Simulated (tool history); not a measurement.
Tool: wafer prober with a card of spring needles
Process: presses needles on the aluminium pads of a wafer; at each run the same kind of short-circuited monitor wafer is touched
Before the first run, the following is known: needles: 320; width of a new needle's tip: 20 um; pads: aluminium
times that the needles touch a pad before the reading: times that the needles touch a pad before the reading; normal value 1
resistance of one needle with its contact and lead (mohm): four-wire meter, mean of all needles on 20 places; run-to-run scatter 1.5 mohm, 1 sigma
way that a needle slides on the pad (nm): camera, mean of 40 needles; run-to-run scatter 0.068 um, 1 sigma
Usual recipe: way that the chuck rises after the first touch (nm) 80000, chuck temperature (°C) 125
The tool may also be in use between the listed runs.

run     day  way that the chuck rises after the first touch (nm)  chuck temperature (°C)  times that the needles touch a pad before the reading  resistance of one needle with its contact and lead (mohm)  way that a needle slides on the pad (nm)
  1       0                                                80000                     125                                                      1                                                        147                                     16680
      0.167  -- tips cleaned on abrasive film
      0.446  -- tips cleaned on abrasive film
      0.725  -- tips cleaned on abrasive film
      0.946  -- tips cleaned on abrasive film
      1.225  -- tips cleaned on abrasive film
        1.5  -- tips cleaned on abrasive film
      1.725  -- tips cleaned on abrasive film
  2   1.883                                                80000                     125                                                      3                                                        148                                     16720
          2  -- tips cleaned on abrasive film
      2.221  -- tips cleaned on abrasive film
        2.5  -- tips cleaned on abrasive film
      2.775  -- tips cleaned on abrasive film
      3.054  -- tips cleaned on abrasive film
      3.333  -- tips cleaned on abrasive film
  3   3.525                                                80000                     125                                                      3                                                        145                                     16620
      3.583  -- tips cleaned on abrasive film
      3.862  -- tips cleaned on abrasive film
      4.138  -- tips cleaned on abrasive film
      4.417  -- tips cleaned on abrasive film
      4.696  -- tips cleaned on abrasive film
      4.917  -- tips cleaned on abrasive film
      5.196  -- tips cleaned on abrasive film
  4   5.379                                                80000                     125                                                      1                                                        147                                     16650
      5.438  -- tips cleaned on abrasive film
      5.717  -- tips cleaned on abrasive film
      5.938  -- tips cleaned on abrasive film
      6.217  -- tips cleaned on abrasive film
  5   6.296                                                80000                     125                                                      1                                                        144                                     16660
      6.467  -- tips cleaned on abrasive film
      6.742  -- tips cleaned on abrasive film
      6.808  -- height of the first contact set anew
      6.979  -- tips cleaned on abrasive film
       7.25  -- tips cleaned on abrasive film
  6    7.25                                                80000                     125                                                      1                                                        146                                     16650
      7.529  -- tips cleaned on abrasive film
      7.808  -- tips cleaned on abrasive film
      8.029  -- tips cleaned on abrasive film
      8.292  -- tips cleaned on abrasive film
  7   8.292                                                80000                     125                                                      1                                                        146                                     16420
      8.571  -- tips cleaned on abrasive film
      8.846  -- tips cleaned on abrasive film
      9.125  -- tips cleaned on abrasive film
        9.4  -- tips cleaned on abrasive film
      9.675  -- tips cleaned on abrasive film
  8   9.675                                                80000                     125                                                      1                                                        144                                     16450
      9.954  -- tips cleaned on abrasive film
     10.233  -- tips cleaned on abrasive film
     10.508  -- tips cleaned on abrasive film
     10.733  -- tips cleaned on abrasive film
     11.008  -- tips cleaned on abrasive film
  9  11.162                                                80000                     125                                                      1                                                        143                                     16570
     11.275  -- tips cleaned on abrasive film
      11.55  -- tips cleaned on abrasive film
     11.829  -- tips cleaned on abrasive film
     12.108  -- tips cleaned on abrasive film
     12.329  -- tips cleaned on abrasive film
     12.608  -- tips cleaned on abrasive film
 10  12.725                                                80000                     125                                                      1                                                        146                                     16320
     12.838  -- tips cleaned on abrasive film
     13.058  -- tips cleaned on abrasive film
     13.338  -- tips cleaned on abrasive film
     13.617  -- tips cleaned on abrasive film
 11  13.679                                                80000                     125                                                      1                                                        146                                     16370
      13.85  -- tips cleaned on abrasive film
     14.125  -- tips cleaned on abrasive film
     14.404  -- tips cleaned on abrasive film
     14.625  -- tips cleaned on abrasive film
     14.904  -- tips cleaned on abrasive film
     15.183  -- tips cleaned on abrasive film
 12  15.229                                                80000                     125                                                      1                                                        146                                     16240
      15.45  -- tips cleaned on abrasive film
     15.729  -- tips cleaned on abrasive film
      15.95  -- tips cleaned on abrasive film
     16.229  -- tips cleaned on abrasive film
     16.504  -- tips cleaned on abrasive film
 13  16.667                                                80000                      28                                                      1                                                        131                                     16310
     16.779  -- tips cleaned on abrasive film
     16.892  -- gauge calibrated
     17.004  -- tips cleaned on abrasive film
     17.179  -- height of the first contact set anew
     17.296  -- tips cleaned on abrasive film
     17.571  -- tips cleaned on abrasive film
 14  17.662                                                97000                      28                                                      2                                                        130                                     20310
     17.833  -- tips cleaned on abrasive film
     18.054  -- tips cleaned on abrasive film
     18.333  -- tips cleaned on abrasive film
     18.608  -- tips cleaned on abrasive film
     18.888  -- tips cleaned on abrasive film
     19.167  -- tips cleaned on abrasive film
 15  19.329                                                80000                      26                                                      1                                                        131                                     16660
     19.442  -- tips cleaned on abrasive film
     19.721  -- tips cleaned on abrasive film
     19.996  -- tips cleaned on abrasive film
     20.221  -- tips cleaned on abrasive film
 16   20.25                                                80000                      26                                                      1                                                        132                                     16670
     20.475  -- tips cleaned on abrasive film
      20.75  -- tips cleaned on abrasive film
     21.029  -- tips cleaned on abrasive film
     21.254  -- tips cleaned on abrasive film
     21.488  -- tips cleaned on abrasive film
 17  21.488                                                80000                      26                                                      1                                                        133                                     16620
     21.708  -- tips cleaned on abrasive film
     21.933  -- tips cleaned on abrasive film
     22.212  -- tips cleaned on abrasive film
     22.488  -- tips cleaned on abrasive film
     22.767  -- tips cleaned on abrasive film
     22.988  -- tips cleaned on abrasive film
     23.267  -- tips cleaned on abrasive film
 18  23.412                                                95000                      26                                                      1                                                        129                                     19820

Here are 4 independent what-if runs from the current tool condition. What would each one return?
     23.525  -- tips cleaned on abrasive film
     23.804  -- tips cleaned on abrasive film
     24.025  -- tips cleaned on abrasive film
     24.304  -- tips cleaned on abrasive film
     24.583  -- tips cleaned on abrasive film
     24.858  -- tips cleaned on abrasive film
  A  25.054                                                95000                      47                                                      2                                                          ?                                         ?
     23.525  -- tips cleaned on abrasive film
     23.804  -- tips cleaned on abrasive film
     24.025  -- tips cleaned on abrasive film
     24.304  -- tips cleaned on abrasive film
     24.583  -- tips cleaned on abrasive film
     24.858  -- tips cleaned on abrasive film
  B  25.054                                                74000                      26                                                      1                                                          ?                                         ?
     23.525  -- tips cleaned on abrasive film
     23.804  -- tips cleaned on abrasive film
     24.025  -- tips cleaned on abrasive film
     24.304  -- tips cleaned on abrasive film
     24.583  -- tips cleaned on abrasive film
     24.858  -- tips cleaned on abrasive film
  C  25.054                                                72000                     122                                                      1                                                          ?                                         ?
     23.525  -- tips cleaned on abrasive film
     23.804  -- tips cleaned on abrasive film
     24.025  -- tips cleaned on abrasive film
     24.304  -- tips cleaned on abrasive film
     24.583  -- tips cleaned on abrasive film
     24.858  -- tips cleaned on abrasive film
  D  25.054                                                75000                     125                                                      1                                                          ?                                         ?

run  resistance of one needle with its contact and lead (mohm)  way that a needle slides on the pad (nm)
  A                                                        133                                     19750
  B                                                        129                                     15360
  C                                                        148                                     14810
  D                                                        144                                     15500
The same runs, with their run-to-run variation unchanged, on a tool lacking any hidden condition would have given:
run  resistance of one needle with its contact and lead (mohm)  way that a needle slides on the pad (nm)
  A                                                        132                                     20010
  B                                                        129                                     15570
  C                                                        147                                     15010
  D                                                        143                                     15710

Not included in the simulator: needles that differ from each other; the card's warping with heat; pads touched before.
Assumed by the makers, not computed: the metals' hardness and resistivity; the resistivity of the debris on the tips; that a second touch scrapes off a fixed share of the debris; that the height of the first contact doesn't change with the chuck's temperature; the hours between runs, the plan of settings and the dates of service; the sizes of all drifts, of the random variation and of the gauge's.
